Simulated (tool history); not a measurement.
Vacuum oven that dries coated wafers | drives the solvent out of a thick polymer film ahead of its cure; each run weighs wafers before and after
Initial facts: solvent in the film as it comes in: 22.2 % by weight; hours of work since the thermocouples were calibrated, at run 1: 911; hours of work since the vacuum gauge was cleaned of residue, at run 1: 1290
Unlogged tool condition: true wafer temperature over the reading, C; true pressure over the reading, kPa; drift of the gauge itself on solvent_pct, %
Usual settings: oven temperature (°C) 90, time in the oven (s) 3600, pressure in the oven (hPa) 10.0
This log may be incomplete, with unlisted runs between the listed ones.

| run | day | oven temperature (°C) | time in the oven (s) | pressure in the oven (hPa) | hours of work since the thermocouples were calibrated | hours of work since the vacuum gauge was cleaned of residue | solvent left in the film (%) |
|---|---|---|---|---|---|---|---|
| 1 | 0.000 | 90 | 3600 | 10.0 | 911 | 1290 | 0.94 |
| 2 | 1.912 | 90 | 3600 | 10.0 | 943 | 1322 | 0.93 |
| 3 | 4.079 | 90 | 3600 | 10.0 | 979 | 1358 | 0.91 |
| 4 | 5.133 | 90 | 3600 | 10.0 | 997 | 1375 | 0.94 |
| 5 | 7.429 | 94 | 3600 | 10.0 | 1035 | 1413 | 0.54 |
| 6 | 8.454 | 94 | 3600 | 10.0 | 1052 | 1431 | 0.54 |
|  | 9.483 | vacuum gauge cleaned of residue and calibrated |
| 7 | 10.604 | 104 | 3600 | 10.0 | 1087 | 19 | 0.17 |
| 8 | 11.983 | 90 | 2520 | 10.0 | 1110 | 42 | 1.60 |
| 9 | 13.050 | 90 | 5940 | 10.0 | 1127 | 59 | 0.32 |
| 10 | 14.808 | 90 | 5940 | 10.0 | 1157 | 89 | 0.33 |
| 11 | 16.433 | 90 | 5940 | 10.0 | 1184 | 116 | 0.30 |
| 12 | 17.646 | 90 | 5940 | 10.0 | 1204 | 136 | 0.34 |
| 13 | 18.671 | 90 | 3600 | 10.0 | 1221 | 153 | 0.69 |
| 14 | 20.325 | 90 | 3600 | 10.0 | 1248 | 180 | 0.71 |
| 15 | 21.638 | 90 | 3600 | 10.0 | 1270 | 202 | 0.71 |
|  | 21.904 | oven's thermocouples calibrated |
| 16 | 23.362 | 76 | 3600 | 10.0 | 24 | 229 | 4.24 |
| 17 | 24.892 | 98 | 3600 | 10.0 | 50 | 255 | 0.24 |
| 18 | 27.042 | 98 | 3600 | 10.0 | 86 | 291 | 0.27 |
| 19 | 29.058 | 90 | 3600 | 10.0 | 119 | 324 | 0.64 |
| 20 | 30.438 | 90 | 3600 | 10.0 | 142 | 347 | 0.62 |
|  | 31.129 | oven's thermocouples calibrated, once more |
| 21 | 32.492 | 90 | 5760 | 10.0 | 23 | 380 | 0.43 |
| 22 | 34.733 | 90 | 3600 | 10.0 | 60 | 417 | 1.03 |
| 23 | 35.942 | 90 | 3600 | 10.0 | 80 | 437 | 1.00 |
| 24 | 37.650 | 75 | 2580 | 10.0 | 108 | 466 | 8.10 |
| 25 | 38.754 | 89 | 3600 | 10.0 | 127 | 484 | 1.14 |
| 26 | 40.917 | 89 | 3600 | 10.0 | 163 | 520 | 1.11 |
| 27 | 42.838 | 89 | 1800 | 10.0 | 195 | 552 | 4.01 |
| 28 | 44.858 | 89 | 1800 | 10.0 | 228 | 586 | 3.96 |
| 29 | 46.621 | 102 | 3600 | 35.7 | 258 | 615 | 0.76 |
| 30 | 49.004 | 102 | 3600 | 35.7 | 297 | 655 | 0.79 |
| 31 | 50.396 | 102 | 3600 | 35.7 | 320 | 678 | 0.79 |
| 32 | 52.179 | 81 | 2220 | 18.4 | 350 | 707 | 6.28 |
| 33 | 53.954 | 90 | 1920 | 18.6 | 380 | 737 | 3.34 |
| 34 | 55.900 | 77 | 1860 | 12.8 | 412 | 769 | 9.06 |
| 35 | 58.183 | 90 | 5700 | 10.0 | 450 | 807 | 0.43 |
| 36 | 59.275 | 90 | 5700 | 29.6 | 468 | 825 | 1.03 |
| 37 | 61.033 | 90 | 5700 | 29.6 | 497 | 855 | 1.07 |
| 38 | 63.058 | 99 | 3600 | 14.8 | 531 | 888 | 0.40 |
| 39 | 64.288 | 84 | 3720 | 14.7 | 552 | 909 | 2.27 |
| 40 | 66.300 | 84 | 4740 | 8.2 | 585 | 942 | 1.22 |
| 41 | 67.912 | 84 | 4740 | 8.2 | 612 | 969 | 1.24 |
| 42 | 69.983 | 80 | 4380 | 10.0 | 646 | 1004 | 2.54 |
| 43 | 72.388 | 80 | 4380 | 10.0 | 686 | 1044 | 2.50 |
| 44 | 74.112 | 96 | 2220 | 7.6 | 715 | 1072 | 0.97 |
| 45 | 75.258 | 96 | 2220 | 7.6 | 734 | 1091 | 0.96 |
| 46 | 76.558 | 96 | 2220 | 7.6 | 756 | 1113 | 0.91 |

Here are 5 independent what-if runs from the current tool condition. What would each one return?
| A | 77.850 | 101 | 3600 | 13.2 | 777 | 1134 | ? |
| B | 77.850 | 91 | 2220 | 11.9 | 777 | 1134 | ? |
| C | 77.850 | 89 | 3960 | 24.7 | 777 | 1134 | ? |
| D | 77.850 | 87 | 4860 | 15.9 | 777 | 1134 | ? |
| E | 77.850 | 79 | 2640 | 23.9 | 777 | 1134 | ? |

| run | solvent left in the film (%) |
|---|---|
| A | 0.40 |
| B | 2.09 |
| C | 1.30 |
| D | 1.05 |
| E | 6.01 |
With the hidden condition removed and each run's random variation left untouched, the same runs would have given:
| run | solvent left in the film (%) |
|---|---|
| A | 0.32 |
| B | 2.41 |
| C | 1.38 |
| D | 1.07 |
| E | 6.60 |

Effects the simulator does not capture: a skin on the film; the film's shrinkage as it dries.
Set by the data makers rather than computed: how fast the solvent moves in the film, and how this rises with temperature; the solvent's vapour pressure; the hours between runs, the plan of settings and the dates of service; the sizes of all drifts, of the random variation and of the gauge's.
